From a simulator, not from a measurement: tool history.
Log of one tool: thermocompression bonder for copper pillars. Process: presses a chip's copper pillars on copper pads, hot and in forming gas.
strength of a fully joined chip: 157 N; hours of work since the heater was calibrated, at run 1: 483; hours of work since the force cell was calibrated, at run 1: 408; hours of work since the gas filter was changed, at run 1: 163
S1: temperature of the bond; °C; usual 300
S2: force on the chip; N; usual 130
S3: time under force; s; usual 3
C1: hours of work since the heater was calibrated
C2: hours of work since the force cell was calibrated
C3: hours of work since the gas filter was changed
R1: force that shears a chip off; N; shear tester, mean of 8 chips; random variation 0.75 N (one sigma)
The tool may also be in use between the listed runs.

{"run": 1, "hour": 0.0, "S1": 300, "S2": 130, "S3": 3, "C1": 483, "C2": 408, "C3": 163, "R1": 50.6}
{"run": 2, "hour": 28.6, "S1": 300, "S2": 130, "S3": 3, "C1": 499, "C2": 424, "C3": 179, "R1": 51.3}
{"hour": 47.0, "done": "forming gas filter changed"}
{"run": 3, "hour": 57.4, "S1": 300, "S2": 130, "S3": 3, "C1": 514, "C2": 440, "C3": 6, "R1": 55.4}
{"run": 4, "hour": 80.9, "S1": 300, "S2": 130, "S3": 3, "C1": 527, "C2": 453, "C3": 19, "R1": 54.6}
{"run": 5, "hour": 102.2, "S1": 300, "S2": 130, "S3": 3, "C1": 539, "C2": 465, "C3": 31, "R1": 54.4}
{"run": 6, "hour": 123.1, "S1": 300, "S2": 130, "S3": 3, "C1": 551, "C2": 477, "C3": 42, "R1": 54.7}
{"run": 7, "hour": 146.8, "S1": 300, "S2": 151, "S3": 3, "C1": 564, "C2": 490, "C3": 56, "R1": 59.9}
{"run": 8, "hour": 172.2, "S1": 300, "S2": 78, "S3": 3, "C1": 578, "C2": 504, "C3": 70, "R1": 39.7}
{"run": 9, "hour": 189.6, "S1": 300, "S2": 130, "S3": 3, "C1": 588, "C2": 514, "C3": 79, "R1": 54.0}
{"run": 10, "hour": 220.9, "S1": 300, "S2": 98, "S3": 3, "C1": 605, "C2": 531, "C3": 97, "R1": 44.4}
{"run": 11, "hour": 252.6, "S1": 300, "S2": 130, "S3": 3, "C1": 623, "C2": 549, "C3": 114, "R1": 52.6}
{"run": 12, "hour": 280.9, "S1": 300, "S2": 130, "S3": 3, "C1": 639, "C2": 564, "C3": 130, "R1": 50.8}
{"run": 13, "hour": 304.4, "S1": 300, "S2": 146, "S3": 3, "C1": 652, "C2": 577, "C3": 143, "R1": 54.8}
{"run": 14, "hour": 337.8, "S1": 274, "S2": 161, "S3": 2, "C1": 670, "C2": 596, "C3": 162, "R1": 32.8}
{"run": 15, "hour": 354.5, "S1": 274, "S2": 165, "S3": 5, "C1": 680, "C2": 605, "C3": 171, "R1": 49.5}
{"hour": 386.2, "done": "forming gas filter changed"}
{"run": 16, "hour": 386.2, "S1": 300, "S2": 130, "S3": 9, "C1": 697, "C2": 623, "C3": 0, "R1": 82.5}
{"run": 17, "hour": 415.2, "S1": 300, "S2": 130, "S3": 9, "C1": 713, "C2": 639, "C3": 16, "R1": 81.5}
{"run": 18, "hour": 433.5, "S1": 300, "S2": 82, "S3": 3, "C1": 723, "C2": 649, "C3": 26, "R1": 40.8}
{"run": 19, "hour": 463.4, "S1": 300, "S2": 142, "S3": 6, "C1": 740, "C2": 666, "C3": 43, "R1": 73.0}
{"run": 20, "hour": 496.0, "S1": 271, "S2": 130, "S3": 5, "C1": 758, "C2": 684, "C3": 61, "R1": 44.0}
{"run": 21, "hour": 514.7, "S1": 280, "S2": 186, "S3": 3, "C1": 769, "C2": 694, "C3": 72, "R1": 48.2}
{"run": 22, "hour": 543.9, "S1": 322, "S2": 130, "S3": 2, "C1": 785, "C2": 711, "C3": 88, "R1": 58.4}
{"run": 23, "hour": 569.1, "S1": 298, "S2": 102, "S3": 7, "C1": 799, "C2": 725, "C3": 102, "R1": 61.7}
{"run": 24, "hour": 601.2, "S1": 298, "S2": 112, "S3": 2, "C1": 817, "C2": 742, "C3": 120, "R1": 38.6}
{"run": 25, "hour": 627.8, "S1": 300, "S2": 130, "S3": 2, "C1": 832, "C2": 757, "C3": 134, "R1": 43.1}
{"run": 26, "hour": 646.4, "S1": 271, "S2": 135, "S3": 8, "C1": 842, "C2": 768, "C3": 145, "R1": 52.1}

3 ways to go on from here, each from the tool as it stands after run 26. What would each give?
{"run": "A", "hour": 679.1, "S1": 282, "S2": 130, "S3": 4, "C1": 860, "C2": 786, "C3": 163, "R1": "?"}
{"run": "B", "hour": 679.1, "S1": 271, "S2": 94, "S3": 8, "C1": 860, "C2": 786, "C3": 163, "R1": "?"}
{"run": "C", "hour": 679.1, "S1": 300, "S2": 84, "S3": 2, "C1": 860, "C2": 786, "C3": 163, "R1": "?"}

run=A R1=42.8
run=B R1=40.7
run=C R1=32.4
Without the tool's hidden state the same runs would have given:
run=A R1=48.7
run=B R1=46.4
run=C R1=36.9
